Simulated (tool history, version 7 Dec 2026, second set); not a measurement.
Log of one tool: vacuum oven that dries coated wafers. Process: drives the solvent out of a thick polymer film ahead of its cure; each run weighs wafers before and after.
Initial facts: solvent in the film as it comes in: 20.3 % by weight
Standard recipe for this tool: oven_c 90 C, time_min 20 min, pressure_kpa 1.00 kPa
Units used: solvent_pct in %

| run | hour | oven_c | time_min | pressure_kpa | solvent_pct |
|---|---|---|---|---|---|
| 1 | 0.0 | 90 | 20 | 1.00 | 0.91 |
| 2 | 12.1 | 90 | 12 | 1.00 | 2.51 |
| 3 | 28.1 | 90 | 12 | 1.00 | 2.56 |
| 4 | 38.7 | 90 | 12 | 1.00 | 2.51 |
| 5 | 49.2 | 90 | 12 | 1.00 | 2.49 |
| 6 | 64.7 | 76 | 12 | 1.00 | 7.97 |
| 7 | 83.9 | 76 | 12 | 1.00 | 7.97 |
| 8 | 96.8 | 76 | 12 | 1.00 | 8.03 |
| 9 | 121.7 | 76 | 12 | 1.00 | 7.93 |
| 10 | 132.4 | 90 | 20 | 1.00 | 0.98 |
| 11 | 146.4 | 90 | 20 | 1.00 | 0.99 |
| 12 | 169.4 | 92 | 20 | 1.00 | 0.77 |
| 13 | 180.2 | 100 | 20 | 1.00 | 0.33 |
| 14 | 194.2 | 100 | 20 | 1.00 | 0.31 |
| 15 | 218.7 | 100 | 20 | 1.00 | 0.32 |
| 16 | 238.5 | 100 | 17 | 1.00 | 0.35 |
| 17 | 261.9 | 105 | 20 | 1.00 | 0.26 |
| 18 | 285.3 | 90 | 20 | 1.00 | 0.94 |
|  | 290.7 | oven's thermocouples calibrated |
| 19 | 307.3 | 90 | 20 | 1.00 | 1.02 |
| 20 | 327.7 | 90 | 10 | 1.00 | 3.50 |
| 21 | 339.0 | 90 | 10 | 1.00 | 3.48 |
| 22 | 358.6 | 89 | 20 | 1.53 | 1.36 |
| 23 | 378.4 | 89 | 20 | 1.53 | 1.36 |
| 24 | 392.7 | 79 | 20 | 1.67 | 4.30 |
| 25 | 415.2 | 79 | 20 | 1.67 | 4.27 |
| 26 | 426.4 | 95 | 16 | 1.00 | 0.75 |
| 27 | 444.0 | 75 | 14 | 2.94 | 8.51 |
| 28 | 462.0 | 75 | 14 | 2.94 | 8.55 |
| 29 | 475.2 | 75 | 14 | 2.94 | 8.58 |
| 30 | 495.7 | 90 | 20 | 1.51 | 1.23 |
| 31 | 514.3 | 87 | 10 | 3.90 | 5.59 |
| 32 | 534.6 | 87 | 20 | 3.90 | 2.70 |
| 33 | 552.7 | 77 | 22 | 0.53 | 3.98 |
| 34 | 568.7 | 93 | 10 | 1.00 | 2.48 |
| 35 | 592.6 | 78 | 12 | 1.35 | 7.37 |
| 36 | 602.8 | 90 | 20 | 3.76 | 1.98 |

Some steps in solvent_pct between neighbouring runs. How much of each would the tool show without its hidden state too (settings, what came in, random variation), and how much is left for the hidden state, with any gauge scatter that isn't in both results?
Unlogged tool condition in this case: true wafer temperature over the reading, C; true pressure over the reading, kPa; drift of the gauge itself on solvent_pct, %.
Run 1 -> 2: time_min 20 -> 12. solvent_pct +1.60 %: hidden state -0.07, all else +1.67.
Run 9 -> 10: oven_c 76 -> 90, time_min 12 -> 20. solvent_pct -6.95 %: hidden state +0.13, all else -7.08.
Run 18 -> 19: oven's thermocouples calibrated. solvent_pct +0.08 %: hidden state +0.07, all else +0.01.
Run 26 -> 27: oven_c 95 -> 75, time_min 16 -> 14, pressure_kpa 1.00 -> 2.94. solvent_pct +7.76 %: hidden state -0.03, all else +7.79.
Run 29 -> 30: oven_c 75 -> 90, time_min 14 -> 20, pressure_kpa 2.94 -> 1.51. solvent_pct -7.35 %: hidden state +0.03, all else -7.38.

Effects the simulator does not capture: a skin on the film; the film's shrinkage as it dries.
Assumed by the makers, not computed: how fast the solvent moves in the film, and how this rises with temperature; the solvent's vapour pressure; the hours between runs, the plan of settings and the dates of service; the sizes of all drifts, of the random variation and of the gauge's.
